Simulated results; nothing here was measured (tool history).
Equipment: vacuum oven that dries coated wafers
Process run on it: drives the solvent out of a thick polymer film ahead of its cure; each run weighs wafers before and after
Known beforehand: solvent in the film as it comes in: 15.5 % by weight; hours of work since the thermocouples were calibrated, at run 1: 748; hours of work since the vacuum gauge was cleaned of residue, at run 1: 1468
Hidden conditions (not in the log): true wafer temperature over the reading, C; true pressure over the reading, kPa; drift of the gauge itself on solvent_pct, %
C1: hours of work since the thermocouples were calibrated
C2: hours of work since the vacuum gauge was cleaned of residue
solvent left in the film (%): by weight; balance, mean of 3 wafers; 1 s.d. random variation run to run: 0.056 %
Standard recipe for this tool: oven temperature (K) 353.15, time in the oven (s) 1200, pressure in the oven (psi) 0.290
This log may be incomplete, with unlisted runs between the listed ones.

{"run": 1, "hour": 0.0, "oven temperature (K)": 353.15, "time in the oven (s)": 1200, "pressure in the oven (psi)": 0.29, "C1": 748, "C2": 1468, "solvent left in the film (%)": 2.83}
{"run": 2, "hour": 96.7, "oven temperature (K)": 352.15, "time in the oven (s)": 1200, "pressure in the oven (psi)": 0.29, "C1": 797, "C2": 1516, "solvent left in the film (%)": 3.15}
{"run": 3, "hour": 163.4, "oven temperature (K)": 352.15, "time in the oven (s)": 1200, "pressure in the oven (psi)": 0.29, "C1": 830, "C2": 1550, "solvent left in the film (%)": 3.2}
{"run": 4, "hour": 277.2, "oven temperature (K)": 353.15, "time in the oven (s)": 1200, "pressure in the oven (psi)": 0.29, "C1": 887, "C2": 1607, "solvent left in the film (%)": 2.82}
{"run": 5, "hour": 390.5, "oven temperature (K)": 353.15, "time in the oven (s)": 1200, "pressure in the oven (psi)": 0.29, "C1": 944, "C2": 1663, "solvent left in the film (%)": 2.88}
{"run": 6, "hour": 455.9, "oven temperature (K)": 353.15, "time in the oven (s)": 1200, "pressure in the oven (psi)": 0.29, "C1": 976, "C2": 1696, "solvent left in the film (%)": 2.89}
{"run": 7, "hour": 513.5, "oven temperature (K)": 353.15, "time in the oven (s)": 1200, "pressure in the oven (psi)": 0.29, "C1": 1005, "C2": 1725, "solvent left in the film (%)": 2.94}
{"run": 8, "hour": 590.6, "oven temperature (K)": 353.15, "time in the oven (s)": 1200, "pressure in the oven (psi)": 0.29, "C1": 1044, "C2": 1763, "solvent left in the film (%)": 3.03}
{"run": 9, "hour": 690.6, "oven temperature (K)": 353.15, "time in the oven (s)": 1200, "pressure in the oven (psi)": 0.29, "C1": 1094, "C2": 1813, "solvent left in the film (%)": 2.89}
{"run": 10, "hour": 737.4, "oven temperature (K)": 353.15, "time in the oven (s)": 1200, "pressure in the oven (psi)": 0.29, "C1": 1117, "C2": 1837, "solvent left in the film (%)": 3.02}
{"run": 11, "hour": 817.3, "oven temperature (K)": 353.15, "time in the oven (s)": 1200, "pressure in the oven (psi)": 0.29, "C1": 1157, "C2": 1877, "solvent left in the film (%)": 3.03}
{"hour": 826.5, "done": "vacuum gauge cleaned of residue and calibrated"}
{"run": 12, "hour": 916.4, "oven temperature (K)": 353.15, "time in the oven (s)": 1200, "pressure in the oven (psi)": 0.29, "C1": 1206, "C2": 45, "solvent left in the film (%)": 3.19}
{"run": 13, "hour": 997.1, "oven temperature (K)": 353.15, "time in the oven (s)": 1800, "pressure in the oven (psi)": 0.29, "C1": 1246, "C2": 85, "solvent left in the film (%)": 2.07}
{"run": 14, "hour": 1092.4, "oven temperature (K)": 353.15, "time in the oven (s)": 1320, "pressure in the oven (psi)": 1.133, "C1": 1294, "C2": 133, "solvent left in the film (%)": 4.67}
{"hour": 1113.8, "done": "oven's thermocouples calibrated"}
{"hour": 1144.9, "done": "vacuum gauge cleaned of residue and calibrated, once more"}
{"run": 15, "hour": 1158.1, "oven temperature (K)": 349.15, "time in the oven (s)": 900, "pressure in the oven (psi)": 0.154, "C1": 21, "C2": 7, "solvent left in the film (%)": 4.81}
{"run": 16, "hour": 1259.6, "oven temperature (K)": 349.15, "time in the oven (s)": 1440, "pressure in the oven (psi)": 0.154, "C1": 72, "C2": 57, "solvent left in the film (%)": 2.79}
{"run": 17, "hour": 1360.2, "oven temperature (K)": 351.15, "time in the oven (s)": 1740, "pressure in the oven (psi)": 0.29, "C1": 123, "C2": 108, "solvent left in the film (%)": 1.9}
{"run": 18, "hour": 1443.6, "oven temperature (K)": 351.15, "time in the oven (s)": 1740, "pressure in the oven (psi)": 0.29, "C1": 164, "C2": 149, "solvent left in the film (%)": 1.87}
{"run": 19, "hour": 1501.0, "oven temperature (K)": 351.15, "time in the oven (s)": 1740, "pressure in the oven (psi)": 0.29, "C1": 193, "C2": 178, "solvent left in the film (%)": 1.88}
{"run": 20, "hour": 1586.6, "oven temperature (K)": 364.15, "time in the oven (s)": 1800, "pressure in the oven (psi)": 0.29, "C1": 236, "C2": 221, "solvent left in the film (%)": 0.53}
{"run": 21, "hour": 1672.7, "oven temperature (K)": 347.15, "time in the oven (s)": 660, "pressure in the oven (psi)": 0.883, "C1": 279, "C2": 264, "solvent left in the film (%)": 8.1}
{"run": 22, "hour": 1734.2, "oven temperature (K)": 347.15, "time in the oven (s)": 660, "pressure in the oven (psi)": 0.883, "C1": 310, "C2": 295, "solvent left in the film (%)": 8.23}
{"run": 23, "hour": 1823.3, "oven temperature (K)": 363.15, "time in the oven (s)": 1080, "pressure in the oven (psi)": 0.37, "C1": 354, "C2": 339, "solvent left in the film (%)": 0.87}
{"run": 24, "hour": 1879.1, "oven temperature (K)": 353.15, "time in the oven (s)": 1200, "pressure in the oven (psi)": 0.273, "C1": 382, "C2": 367, "solvent left in the film (%)": 2.62}
{"run": 25, "hour": 1987.4, "oven temperature (K)": 353.15, "time in the oven (s)": 720, "pressure in the oven (psi)": 0.193, "C1": 436, "C2": 422, "solvent left in the film (%)": 4.51}

Each row is a separate what-if for the run after 25, all from the same tool condition, not one after another. Results?
{"run": "A", "hour": 2096.3, "oven temperature (K)": 363.15, "time in the oven (s)": 720, "pressure in the oven (psi)": 0.193, "C1": 491, "C2": 476, "solvent left in the film (%)": "?"}
{"run": "B", "hour": 2096.3, "oven temperature (K)": 356.15, "time in the oven (s)": 780, "pressure in the oven (psi)": 0.441, "C1": 491, "C2": 476, "solvent left in the film (%)": "?"}
{"run": "C", "hour": 2096.3, "oven temperature (K)": 367.15, "time in the oven (s)": 1500, "pressure in the oven (psi)": 0.615, "C1": 491, "C2": 476, "solvent left in the film (%)": "?"}
{"run": "D", "hour": 2096.3, "oven temperature (K)": 347.15, "time in the oven (s)": 1020, "pressure in the oven (psi)": 0.978, "C1": 491, "C2": 476, "solvent left in the film (%)": "?"}

run=A solvent_left_in_the_film_(%)=1.46
run=B solvent_left_in_the_film_(%)=3.60
run=C solvent_left_in_the_film_(%)=0.92
run=D solvent_left_in_the_film_(%)=7.01
What these runs would have given with no unlogged condition in the tool:
run=A solvent_left_in_the_film_(%)=1.27
run=B solvent_left_in_the_film_(%)=3.32
run=C solvent_left_in_the_film_(%)=0.85
run=D solvent_left_in_the_film_(%)=6.67
